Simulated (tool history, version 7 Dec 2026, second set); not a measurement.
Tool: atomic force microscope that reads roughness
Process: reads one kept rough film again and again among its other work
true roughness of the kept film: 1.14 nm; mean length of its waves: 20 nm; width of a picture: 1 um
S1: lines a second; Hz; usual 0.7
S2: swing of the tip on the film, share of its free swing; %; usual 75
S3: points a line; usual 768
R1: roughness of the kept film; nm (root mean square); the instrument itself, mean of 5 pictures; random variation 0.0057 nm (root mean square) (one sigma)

run	hour	S1	S2	S3	R1
1	0	0.7	75	768	0.916
2	16.1	0.7	75	768	0.896
3	26.6	0.7	75	768	0.894
4	36.4	0.7	75	768	0.882
5	47.7	0.7	75	768	0.874
6	60.7	0.7	75	445	0.848
7	75.4	0.7	75	445	0.845
8	92.4	0.7	75	445	0.838
# hour 95.1: new tip fitted
9	101.4	0.7	75	445	0.981
10	111	2.184	75	445	0.886
11	126.4	2.184	75	445	0.874
12	133.7	0.7	75	538	0.958
13	150.9	0.7	75	538	0.94
14	158.2	0.7	75	538	0.931
15	167.5	0.7	75	398	0.927
16	182.7	0.7	75	398	0.911
17	196.4	0.7	75	398	0.889
18	205.7	0.7	75	398	0.903
19	218.1	0.7	75	398	0.884
20	231.5	0.7	75	398	0.887
21	248.6	0.7	75	398	0.865
22	265.3	0.7	75	398	0.863
23	278.1	0.7	75	398	0.854
# hour 288.7: new tip fitted
24	289	0.7	75	398	0.982
# hour 291.6: height scale calibrated on a step standard
25	307.4	0.7	75	398	0.963
26	320.8	0.7	71	270	0.945
27	328.9	2.163	70	930	0.91
28	343.2	2.163	64	930	0.916
# hour 349.4: height scale calibrated on a step standard, once more
29	358.3	2.163	88	566	0.764
30	372.5	0.803	75	314	0.915
31	385.1	0.803	75	314	0.903
32	400.4	0.7	75	622	0.911
33	407.7	2.512	69	955	0.851
34	422.2	0.925	64	855	0.915
35	430	0.925	64	855	0.9
36	446.9	0.925	64	855	0.889
37	461	2.466	73	855	0.79
38	473.6	0.7	75	999	0.859
# hour 484: new tip fitted
39	491.3	0.7	75	999	0.995
40	500.5	0.997	84	999	0.941
41	511	3.488	67	566	0.884
42	528.5	3.488	67	566	0.869
43	539.8	3.488	67	566	0.862
44	557	1.444	64	509	0.935
45	568.5	0.778	75	768	0.922
46	585	0.778	75	768	0.909
47	594.5	0.778	75	768	0.912
48	606.3	0.778	75	768	0.895
49	617.3	0.745	75	932	0.895
50	627.2	0.745	75	932	0.881

Some steps in R1 between neighbouring runs. How much of each would the tool show without its hidden state too (settings, what came in, random variation), and how much is left for the hidden state, with any gauge scatter that isn't in both results?
The hidden state here: radius of the tip, nm; height scale over the true one, %; drift of the gauge itself on roughness_nm, %.
Run 8 -> 9: new tip fitted. R1 +0.143 nm (root mean square): hidden state +0.145, all else -0.002.
Run 23 -> 24: new tip fitted. R1 +0.128 nm (root mean square): hidden state +0.136, all else -0.008.
Run 28 -> 29: S2 64 -> 88, S3 930 -> 566, height scale calibrated on a step standard, once more. R1 -0.152 nm (root mean square): hidden state +0.006, all else -0.158.
Run 29 -> 30: S1 2.163 -> 0.803, S2 88 -> 75, S3 566 -> 314. R1 +0.151 nm (root mean square): hidden state -0.022, all else +0.173.
Run 38 -> 39: new tip fitted. R1 +0.136 nm (root mean square): hidden state +0.131, all else +0.005.

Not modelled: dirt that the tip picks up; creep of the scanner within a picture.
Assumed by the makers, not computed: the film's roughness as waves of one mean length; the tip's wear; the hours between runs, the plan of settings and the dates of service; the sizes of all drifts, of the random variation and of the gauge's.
